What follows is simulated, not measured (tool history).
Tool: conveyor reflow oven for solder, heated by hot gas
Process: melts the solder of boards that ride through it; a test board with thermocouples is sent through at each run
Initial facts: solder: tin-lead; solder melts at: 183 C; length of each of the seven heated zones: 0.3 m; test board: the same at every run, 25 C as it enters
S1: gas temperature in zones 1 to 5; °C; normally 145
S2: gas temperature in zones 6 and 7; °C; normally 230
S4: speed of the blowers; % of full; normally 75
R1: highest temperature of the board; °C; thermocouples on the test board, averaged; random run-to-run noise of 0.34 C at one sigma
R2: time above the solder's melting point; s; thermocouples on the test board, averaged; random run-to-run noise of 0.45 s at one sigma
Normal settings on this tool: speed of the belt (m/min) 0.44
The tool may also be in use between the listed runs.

{"run": 1, "hour": 0.0, "S1": 145, "S2": 230, "speed of the belt (m/min)": 0.44, "S4": 75, "R1": 211.2, "R2": 56.7}
{"hour": 24.5, "done": "flux residue cleaned out of gas plates and filters"}
{"hour": 72.8, "done": "thermocouples of zones 6 and 7 changed"}
{"run": 2, "hour": 81.2, "S1": 145, "S2": 230, "speed of the belt (m/min)": 0.44, "S4": 75, "R1": 212.8, "R2": 60.2}
{"run": 3, "hour": 172.3, "S1": 145, "S2": 220, "speed of the belt (m/min)": 0.44, "S4": 75, "R1": 205, "R2": 50.8}
{"run": 4, "hour": 231.2, "S1": 145, "S2": 220, "speed of the belt (m/min)": 0.44, "S4": 75, "R1": 204.7, "R2": 50.6}
{"run": 5, "hour": 307.3, "S1": 145, "S2": 220, "speed of the belt (m/min)": 0.44, "S4": 75, "R1": 204.7, "R2": 50.9}
{"run": 6, "hour": 387.2, "S1": 145, "S2": 220, "speed of the belt (m/min)": 0.44, "S4": 75, "R1": 204, "R2": 50.8}
{"run": 7, "hour": 449.1, "S1": 145, "S2": 220, "speed of the belt (m/min)": 0.44, "S4": 75, "R1": 204.3, "R2": 50.6}
{"run": 8, "hour": 493.2, "S1": 145, "S2": 220, "speed of the belt (m/min)": 0.44, "S4": 75, "R1": 203.8, "R2": 50.1}
{"run": 9, "hour": 541.4, "S1": 145, "S2": 228, "speed of the belt (m/min)": 0.44, "S4": 75, "R1": 210.4, "R2": 56.5}
{"run": 10, "hour": 637.9, "S1": 145, "S2": 228, "speed of the belt (m/min)": 0.44, "S4": 75, "R1": 209.4, "R2": 56.8}
{"hour": 651.7, "done": "flux residue cleaned out of gas plates and filters"}
{"run": 11, "hour": 684.9, "S1": 140, "S2": 230, "speed of the belt (m/min)": 0.44, "S4": 75, "R1": 213.4, "R2": 58.3}
{"run": 12, "hour": 731.7, "S1": 145, "S2": 224, "speed of the belt (m/min)": 0.44, "S4": 75, "R1": 210, "R2": 57}
{"run": 13, "hour": 811.4, "S1": 145, "S2": 230, "speed of the belt (m/min)": 0.44, "S4": 75, "R1": 214.5, "R2": 62}
{"run": 14, "hour": 898.5, "S1": 145, "S2": 230, "speed of the belt (m/min)": 0.44, "S4": 75, "R1": 214.1, "R2": 61.1}
{"hour": 921.4, "done": "thermocouples of zones 6 and 7 changed"}
{"run": 15, "hour": 982.4, "S1": 145, "S2": 230, "speed of the belt (m/min)": 0.44, "S4": 75, "R1": 212.3, "R2": 58.9}
{"hour": 992.0, "done": "belt drive overhauled, speed set with a stopwatch"}
{"run": 16, "hour": 1046.6, "S1": 145, "S2": 245, "speed of the belt (m/min)": 0.44, "S4": 75, "R1": 222.8, "R2": 66.9}
{"run": 17, "hour": 1119.7, "S1": 138, "S2": 242, "speed of the belt (m/min)": 0.485, "S4": 75, "R1": 215.3, "R2": 52.5}
{"run": 18, "hour": 1211.0, "S1": 138, "S2": 242, "speed of the belt (m/min)": 0.485, "S4": 75, "R1": 215.3, "R2": 51.7}
{"hour": 1283.2, "done": "flux residue cleaned out of gas plates and filters"}
{"run": 19, "hour": 1283.2, "S1": 148, "S2": 225, "speed of the belt (m/min)": 0.434, "S4": 75, "R1": 210.5, "R2": 59.3}
{"run": 20, "hour": 1368.6, "S1": 148, "S2": 230, "speed of the belt (m/min)": 0.385, "S4": 75, "R1": 217.7, "R2": 76.3}
{"run": 21, "hour": 1441.3, "S1": 139, "S2": 235, "speed of the belt (m/min)": 0.512, "S4": 75, "R1": 210.5, "R2": 45.9}
{"run": 22, "hour": 1482.1, "S1": 137, "S2": 227, "speed of the belt (m/min)": 0.491, "S4": 50, "R1": 193.6, "R2": 21.9}
{"run": 23, "hour": 1570.4, "S1": 137, "S2": 227, "speed of the belt (m/min)": 0.491, "S4": 76, "R1": 204.9, "R2": 42.7}
{"run": 24, "hour": 1621.7, "S1": 137, "S2": 227, "speed of the belt (m/min)": 0.491, "S4": 76, "R1": 204.8, "R2": 42.2}
{"run": 25, "hour": 1715.9, "S1": 149, "S2": 227, "speed of the belt (m/min)": 0.491, "S4": 76, "R1": 207.7, "R2": 49.6}
{"run": 26, "hour": 1763.6, "S1": 149, "S2": 227, "speed of the belt (m/min)": 0.491, "S4": 65, "R1": 203.8, "R2": 42.9}
{"hour": 1772.6, "done": "thermocouples of zones 6 and 7 changed"}
{"run": 27, "hour": 1847.6, "S1": 149, "S2": 227, "speed of the belt (m/min)": 0.491, "S4": 73, "R1": 204.7, "R2": 45.3}
{"hour": 1912.7, "done": "flux residue cleaned out of gas plates and filters"}
{"run": 28, "hour": 1945.2, "S1": 149, "S2": 227, "speed of the belt (m/min)": 0.491, "S4": 73, "R1": 207.8, "R2": 50}
{"run": 29, "hour": 1993.4, "S1": 145, "S2": 230, "speed of the belt (m/min)": 0.412, "S4": 68, "R1": 213.4, "R2": 65.7}

Estimate the outcome of run 30 from the log above:
{"run": 30, "hour": 2039.4, "S1": 145, "S2": 230, "speed of the belt (m/min)": 0.412, "S4": 68, "R1": "?", "R2": "?"}

R1: 213.5 °C
R2: 63.8 s
On a tool with no hidden condition, and with the same random variation, this run would have come out at R1 213 °C, R2 62.7 s.

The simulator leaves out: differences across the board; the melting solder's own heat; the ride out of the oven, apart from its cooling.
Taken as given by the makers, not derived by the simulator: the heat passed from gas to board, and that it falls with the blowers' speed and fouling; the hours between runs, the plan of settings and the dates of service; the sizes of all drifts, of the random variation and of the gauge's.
